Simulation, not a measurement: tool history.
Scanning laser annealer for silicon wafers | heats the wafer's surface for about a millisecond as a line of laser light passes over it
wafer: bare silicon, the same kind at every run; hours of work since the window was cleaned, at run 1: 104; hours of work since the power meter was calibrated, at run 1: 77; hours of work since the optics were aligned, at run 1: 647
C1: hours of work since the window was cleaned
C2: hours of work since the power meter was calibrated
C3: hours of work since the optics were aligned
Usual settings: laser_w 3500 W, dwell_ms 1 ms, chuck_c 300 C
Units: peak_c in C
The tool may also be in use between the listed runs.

Run 1, hour 0: usual settings; C1 104; C2 77; C3 647. Result: peak_c 994 C.
Run 2, hour 9.1: usual settings but laser_w 3808 W; C1 109; C2 81; C3 651. Result: peak_c 1061 C.
Run 3, hour 19.2: usual settings but dwell_ms 1.23 ms; C1 113; C2 86; C3 656. Result: peak_c 1085 C.
Run 4, hour 23.7: usual settings but dwell_ms 1.23 ms; C1 116; C2 88; C3 658. Result: peak_c 1082 C.
Run 5, hour 30.9: usual settings but chuck_c 319 C; C1 119; C2 92; C3 661. Result: peak_c 1013 C.
Run 6, hour 35.9: usual settings but chuck_c 319 C; C1 121; C2 94; C3 664. Result: peak_c 1013 C.
Run 7, hour 45.8: usual settings but chuck_c 319 C; C1 126; C2 99; C3 669. Result: peak_c 1012 C.
Run 8, hour 50.8: usual settings but chuck_c 319 C; C1 129; C2 101; C3 671. Result: peak_c 1012 C.
Run 9, hour 59.7: usual settings but chuck_c 302 C; C1 133; C2 105; C3 675. Result: peak_c 995 C.
Run 10, hour 68.3: usual settings but dwell_ms 0.98 ms; C1 137; C2 110; C3 679. Result: peak_c 983 C.
Run 11, hour 76.8: usual settings but chuck_c 317 C; C1 141; C2 114; C3 683. Result: peak_c 1011 C.
Run 12, hour 83.9: usual settings; C1 144; C2 117; C3 687. Result: peak_c 989 C.
Run 13, hour 89.3: usual settings; C1 147; C2 120; C3 689. Result: peak_c 992 C.
Run 14, hour 94.4: usual settings; C1 149; C2 122; C3 692. Result: peak_c 995 C.
Run 15, hour 101.9: usual settings; C1 153; C2 126; C3 695. Result: peak_c 991 C.
Run 16, hour 109.5: usual settings; C1 157; C2 129; C3 699. Result: peak_c 993 C.
Run 17, hour 117.7: usual settings; C1 160; C2 133; C3 703. Result: peak_c 993 C.
Run 18, hour 125.7: usual settings but laser_w 3629 W, dwell_ms 0.79 ms, chuck_c 289 C; C1 164; C2 137; C3 707. Result: peak_c 914 C.
Run 19, hour 132.9: usual settings but laser_w 3259 W, dwell_ms 0.79 ms, chuck_c 289 C; C1 168; C2 140; C3 710. Result: peak_c 847 C.
Run 20, hour 137.2: usual settings but laser_w 3604 W; C1 170; C2 142; C3 712. Result: peak_c 1013 C.
Run 21, hour 144.5: usual settings but laser_w 3604 W, chuck_c 302 C; C1 173; C2 146; C3 716. Result: peak_c 1014 C.
Run 22, hour 150.7: usual settings but laser_w 3604 W, chuck_c 302 C; C1 176; C2 149; C3 719. Result: peak_c 1014 C.
Run 23, hour 159.8: usual settings but laser_w 3604 W, chuck_c 302 C; C1 181; C2 153; C3 723. Result: peak_c 1015 C.
Run 24, hour 164.3: usual settings but laser_w 3280 W, dwell_ms 0.93 ms; C1 183; C2 155; C3 725. Result: peak_c 919 C.
Run 25, hour 172.7: usual settings but laser_w 3280 W, dwell_ms 1.13 ms, chuck_c 277 C; C1 187; C2 159; C3 729. Result: peak_c 968 C.
Run 26, hour 182.1: usual settings but laser_w 3358 W, dwell_ms 1.13 ms, chuck_c 277 C; C1 191; C2 164; C3 734. Result: peak_c 986 C.
Run 27, hour 192.9: usual settings but laser_w 3233 W, chuck_c 317 C; C1 196; C2 169; C3 739. Result: peak_c 950 C.
Run 28, hour 201.6: usual settings but laser_w 3233 W, chuck_c 290 C; C1 200; C2 173; C3 743. Result: peak_c 925 C.
Run 29, hour 210.1: usual settings but laser_w 3435 W, chuck_c 305 C; C1 205; C2 177; C3 747. Result: peak_c 983 C.
Run 30, hour 214.5: usual settings but laser_w 3822 W; C1 207; C2 179; C3 749. Result: peak_c 1057 C.
Run 31, hour 219.3: usual settings but laser_w 3205 W, dwell_ms 0.97 ms; C1 209; C2 182; C3 751. Result: peak_c 915 C.
Run 32, hour 225.6: usual settings but laser_w 3205 W, dwell_ms 0.71 ms, chuck_c 303 C; C1 212; C2 185; C3 754. Result: peak_c 817 C.
Run 33, hour 231.8: usual settings but laser_w 3205 W, dwell_ms 0.71 ms, chuck_c 303 C; C1 215; C2 188; C3 757. Result: peak_c 818 C.

Forecast each of these 4 alternatives for the next run:
Run A, hour 240.2: usual settings but laser_w 3107 W, dwell_ms 0.8 ms, chuck_c 303 C; C1 219; C2 192; C3 761. Result: peak_c ?.
Run B, hour 240.2: usual settings but laser_w 3570 W, dwell_ms 0.85 ms; C1 219; C2 192; C3 761. Result: peak_c ?.
Run C, hour 240.2: usual settings but dwell_ms 0.88 ms; C1 219; C2 192; C3 761. Result: peak_c ?.
Run D, hour 240.2: usual settings but laser_w 3245 W, dwell_ms 1.23 ms, chuck_c 303 C; C1 219; C2 192; C3 761. Result: peak_c ?.

run  peak_c
  A     834
  B     941
  C     937
  D    1021
Without the tool's hidden state the same runs would have given:
run  peak_c
  A     847
  B     958
  C     953
  D    1039

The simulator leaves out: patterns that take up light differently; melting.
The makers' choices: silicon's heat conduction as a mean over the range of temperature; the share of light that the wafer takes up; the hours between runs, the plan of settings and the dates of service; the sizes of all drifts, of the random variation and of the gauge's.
